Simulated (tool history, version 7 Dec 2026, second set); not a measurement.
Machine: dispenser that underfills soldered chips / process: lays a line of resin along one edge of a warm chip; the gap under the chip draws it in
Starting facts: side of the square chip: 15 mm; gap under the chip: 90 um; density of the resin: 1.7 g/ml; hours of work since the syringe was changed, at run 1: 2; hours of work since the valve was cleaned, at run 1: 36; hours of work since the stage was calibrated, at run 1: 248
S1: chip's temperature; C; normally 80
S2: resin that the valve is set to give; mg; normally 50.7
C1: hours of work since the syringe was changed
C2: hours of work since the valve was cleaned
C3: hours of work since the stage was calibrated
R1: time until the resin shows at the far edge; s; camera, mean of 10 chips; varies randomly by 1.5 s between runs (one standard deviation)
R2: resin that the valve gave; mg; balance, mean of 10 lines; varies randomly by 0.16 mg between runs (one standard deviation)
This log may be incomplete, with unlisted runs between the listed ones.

run 1 day=0 | S1=80 S2=50.7 | C1=2 C2=36 C3=248 | R1=174.4 R2=49.49
-- day=0.238 new syringe of resin
run 2 day=0.412 | S1=80 S2=50.7 | C1=3 C2=43 C3=256 | R1=184 R2=49.27
-- day=0.558 dispensing valve cleaned and set on the balance
-- day=0.612 new syringe of resin
run 3 day=0.792 | S1=80 S2=50.7 | C1=3 C2=4 C3=262 | R1=187.3 R2=50.34
-- day=0.925 new syringe of resin
-- day=1.271 new syringe of resin
run 4 day=1.312 | S1=80 S2=50.7 | C1=1 C2=14 C3=271 | R1=152.9 R2=50.52
-- day=1.612 new syringe of resin
run 5 day=1.817 | S1=80 S2=50.7 | C1=4 C2=23 C3=280 | R1=195 R2=49.89
-- day=1.925 new syringe of resin
run 6 day=2.171 | S1=80 S2=50.7 | C1=5 C2=29 C3=287 | R1=200.3 R2=49.75
-- day=2.246 new syringe of resin
run 7 day=2.533 | S1=80 S2=50.7 | C1=5 C2=36 C3=293 | R1=221.4 R2=49.63
-- day=2.575 new syringe of resin
-- day=2.892 new syringe of resin
run 8 day=2.979 | S1=80 S2=50.7 | C1=2 C2=44 C3=301 | R1=164.5 R2=49.26
-- day=3.138 dispensing valve cleaned and set on the balance
-- day=3.246 new syringe of resin
run 9 day=3.383 | S1=80 S2=50.7 | C1=3 C2=4 C3=308 | R1=179.4 R2=50.53
-- day=3.583 new syringe of resin
run 10 day=3.7 | S1=80 S2=50.7 | C1=2 C2=10 C3=314 | R1=162.2 R2=50.63
-- day=3.921 new syringe of resin
run 11 day=3.975 | S1=80 S2=54.5 | C1=1 C2=15 C3=319 | R1=152.9 R2=53.73
run 12 day=4.183 | S1=80 S2=54.5 | C1=5 C2=19 C3=323 | R1=203.8 R2=53.76
-- day=4.242 new syringe of resin
run 13 day=4.479 | S1=80 S2=50.1 | C1=4 C2=24 C3=328 | R1=202.2 R2=49.18
-- day=4.575 new syringe of resin
run 14 day=4.858 | S1=81 S2=50.7 | C1=5 C2=31 C3=335 | R1=209.5 R2=49.56
-- day=4.892 new syringe of resin
-- day=5.208 new syringe of resin
run 15 day=5.308 | S1=81 S2=50.7 | C1=2 C2=39 C3=343 | R1=155.6 R2=49.4
-- day=5.529 new syringe of resin
-- day=5.683 dispensing valve cleaned and set on the balance
run 16 day=5.838 | S1=81 S2=50.7 | C1=5 C2=3 C3=352 | R1=198.2 R2=50.48
-- day=5.888 new syringe of resin
-- day=6.221 new syringe of resin
run 17 day=6.35 | S1=81 S2=62.4 | C1=2 C2=12 C3=361 | R1=159.1 R2=62.05
-- day=6.55 new syringe of resin
run 18 day=6.704 | S1=77 S2=59.5 | C1=3 C2=19 C3=367 | R1=196.3 R2=58.84
-- day=6.892 new syringe of resin
run 19 day=7.112 | S1=77 S2=59.5 | C1=4 C2=26 C3=375 | R1=216.5 R2=58.59
-- day=7.204 new syringe of resin
-- day=7.533 new syringe of resin
run 20 day=7.533 | S1=83 S2=59.3 | C1=0 C2=33 C3=382 | R1=124.4 R2=57.74
run 21 day=7.742 | S1=82 S2=48.1 | C1=4 C2=37 C3=386 | R1=180.5 R2=47.03
-- day=7.871 new syringe of resin
run 22 day=8.004 | S1=92 S2=44.7 | C1=3 C2=42 C3=391 | R1=110.3 R2=43.63
-- day=8.192 new syringe of resin
-- day=8.233 dispensing valve cleaned and set on the balance
run 23 day=8.396 | S1=94 S2=51.8 | C1=3 C2=3 C3=397 | R1=102.5 R2=51.69
-- day=8.575 new syringe of resin
-- day=8.892 new syringe of resin
run 24 day=8.9 | S1=94 S2=51.8 | C1=0 C2=12 C3=406 | R1=79.1 R2=51.39
-- day=9.225 new syringe of resin
run 25 day=9.275 | S1=94 S2=51.8 | C1=1 C2=19 C3=413 | R1=86.3 R2=51.07
-- day=9.558 new syringe of resin
run 26 day=9.721 | S1=80 S2=55.7 | C1=3 C2=27 C3=421 | R1=176.4 R2=54.75
-- day=9.879 new syringe of resin
run 27 day=9.958 | S1=79 S2=43.9 | C1=2 C2=31 C3=426 | R1=173 R2=43.05
run 28 day=10.171 | S1=79 S2=45.5 | C1=6 C2=35 C3=430 | R1=234 R2=44.43
-- day=10.221 new syringe of resin
run 29 day=10.508 | S1=83 S2=45.5 | C1=5 C2=41 C3=436 | R1=196.1 R2=44.51
-- day=10.542 new syringe of resin
-- day=10.775 dispensing valve cleaned and set on the balance
-- day=10.925 new syringe of resin
run 30 day=11.025 | S1=87 S2=58.6 | C1=2 C2=4 C3=444 | R1=118.3 R2=58.71
-- day=11.267 new syringe of resin
run 31 day=11.329 | S1=87 S2=58.6 | C1=1 C2=10 C3=450 | R1=114 R2=58.62
run 32 day=11.546 | S1=87 S2=58.6 | C1=5 C2=14 C3=454 | R1=159.7 R2=58.2
-- day=11.592 new syringe of resin
-- day=11.908 new syringe of resin
run 33 day=12.029 | S1=77 S2=50.3 | C1=2 C2=23 C3=462 | R1=185.3 R2=49.46
-- day=12.238 new syringe of resin
run 34 day=12.496 | S1=82 S2=54.6 | C1=5 C2=31 C3=471 | R1=184.4 R2=53.46

Below, some changes in R1 between adjacent runs. For each, the amount present without the hidden state too (settings, incoming material, random variation) and the amount remaining for the hidden state with gauge scatter not shared by both compared results:
Hidden state present: resin's viscosity, % of fresh resin's; dose that the valve gives, % of what is set; true chip temperature over the reading, C; drift of the gauge itself on fill_s, %; drift of the gauge itself on given_mg, %.
Run 7 -> 8: new syringe of resin, new syringe of resin. R1 -56.9 s: hidden state -57, all else +0.1.
Run 19 -> 20: S1 77 -> 83, S2 59.5 -> 59.3, new syringe of resin, new syringe of resin. R1 -92.1 s: hidden state -55.8, all else -36.3.
Run 25 -> 26: S1 94 -> 80, S2 51.8 -> 55.7, new syringe of resin. R1 +90.1 s: hidden state +27.4, all else +62.7.
Run 27 -> 28: S2 43.9 -> 45.5. R1 +61 s: hidden state +62, all else -1.
Run 29 -> 30: S1 83 -> 87, S2 45.5 -> 58.6, new syringe of resin, dispensing valve cleaned and set on the balance, new syringe of resin. R1 -77.8 s: hidden state -50.6, all else -27.2.
